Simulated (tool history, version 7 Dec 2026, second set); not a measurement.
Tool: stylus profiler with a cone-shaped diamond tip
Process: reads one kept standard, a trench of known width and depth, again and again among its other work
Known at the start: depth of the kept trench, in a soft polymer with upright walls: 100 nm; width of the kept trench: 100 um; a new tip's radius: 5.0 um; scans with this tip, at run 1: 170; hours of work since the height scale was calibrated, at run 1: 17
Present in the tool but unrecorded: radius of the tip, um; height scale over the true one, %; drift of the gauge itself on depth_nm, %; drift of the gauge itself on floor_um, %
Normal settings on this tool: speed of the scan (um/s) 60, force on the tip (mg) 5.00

run,day,speed of the scan (um/s),force on the tip (mg),scans with this tip,hours of work since the height scale was calibrated,depth of the trench (angstrom),width of the trench's floor (nm)
1,0.000,60,5.00,170,17,1019.4,97730
2,0.421,60,5.00,218,22,1018.5,97760
3,1.212,60,5.00,311,32,1019.4,97770
4,1.775,60,5.00,376,38,1018.4,97740
5,2.562,60,5.00,468,48,1020.5,97770
6,3.296,60,5.00,553,56,1018.7,97750
7,3.921,60,8.48,626,64,1027.2,97790
8,4.388,60,1.84,681,69,1009.6,97590
9,5.112,78,5.00,765,78,1017.4,97640
10,6.117,78,5.00,882,90,1018.6,97590
11,6.946,49,5.00,978,100,1019.9,97780
12,7.646,60,5.00,1060,108,1019.1,97690
13,8.088,60,5.00,1111,113,1017.1,97730
14,8.688,60,5.00,1181,120,1017.3,97740
15,9.408,187,2.29,1265,129,1012.5,96850
16,9.904,44,2.18,1323,135,1009.3,97650
17,10.708,60,2.87,1416,144,1012.9,97580
18,11.362,60,2.65,1493,152,1010.1,97530
19,11.825,60,2.65,1546,157,1011.4,97590
20,12.812,28,8.46,1662,169,1026.7,97870
21,13.492,28,8.46,1741,177,1026.3,97780
22,14.375,15,5.00,1844,188,1016.9,97870
23,15.221,178,5.00,1942,198,1016.8,97230
24,16.204,153,3.93,2057,209,1014.1,97270
25,16.842,66,5.89,2131,217,1018.8,97660

Some steps in depth of the trench (angstrom) between neighbouring runs. How much of each would the tool show without its hidden state too (settings, what came in, random variation), and how much is left for the hidden state, with any gauge scatter that isn't in both results?
Run 2 -> 3: no setting touched and nothing written in the log between the runs. depth of the trench (angstrom) +0.9: hidden state -0.1, all else +1.0.
Run 4 -> 5: no setting touched and nothing written in the log between the runs. depth of the trench (angstrom) +2.1: hidden state -0.1, all else +2.2.
Run 7 -> 8: force on the tip (mg) 8.48 -> 1.84. depth of the trench (angstrom) -17.6: hidden state +0.0, all else -17.6.
Run 19 -> 20: speed of the scan (um/s) 60 -> 28, force on the tip (mg) 2.65 -> 8.46. depth of the trench (angstrom) +15.3: hidden state +0.0, all else +15.3.
